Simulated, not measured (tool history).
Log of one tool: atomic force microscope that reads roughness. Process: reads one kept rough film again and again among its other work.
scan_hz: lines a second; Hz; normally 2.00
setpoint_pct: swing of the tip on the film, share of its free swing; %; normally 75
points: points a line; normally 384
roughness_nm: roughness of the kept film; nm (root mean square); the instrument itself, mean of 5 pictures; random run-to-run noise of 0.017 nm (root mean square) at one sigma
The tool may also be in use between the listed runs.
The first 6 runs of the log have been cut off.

run	hour	scan_hz	setpoint_pct	points	pictures with this tip	hours of work since the height scale was calibrated	roughness_nm
7	256.8	2.00	75	954	318	98	3.365
# hour 281.5: new tip fitted
8	313.9	2.00	75	384	34	131	3.948
9	364.5	2.00	75	384	88	161	3.866
10	410.4	2.00	75	652	137	188	3.751
11	470.6	2.00	75	652	202	224	3.615
12	530.8	2.00	75	652	266	259	3.477
13	580.1	2.00	75	569	319	289	3.401
# hour 605.7: new tip fitted
14	615.8	2.00	75	569	11	309	4.138
15	651.4	2.00	75	297	49	330	4.014
16	700.6	2.00	75	297	102	360	3.845
17	754.4	2.00	75	384	159	391	3.738
18	818.0	2.00	75	857	227	429	3.598
19	880.9	2.00	75	857	295	466	3.457
20	924.9	2.00	64	554	342	492	3.610
# hour 928.9: new tip fitted
21	983.5	2.00	64	554	59	527	4.283
22	1021.0	0.83	89	384	99	549	4.008
23	1047.9	2.08	75	260	128	565	3.807

Forecast run 24:
24	1075.2	2.08	75	260	157	581	?

Run 24 measured roughness_nm 3.711 nm (root mean square).
The same run, on a tool lacking any hidden state, would have yielded roughness_nm 4.054 nm (root mean square).

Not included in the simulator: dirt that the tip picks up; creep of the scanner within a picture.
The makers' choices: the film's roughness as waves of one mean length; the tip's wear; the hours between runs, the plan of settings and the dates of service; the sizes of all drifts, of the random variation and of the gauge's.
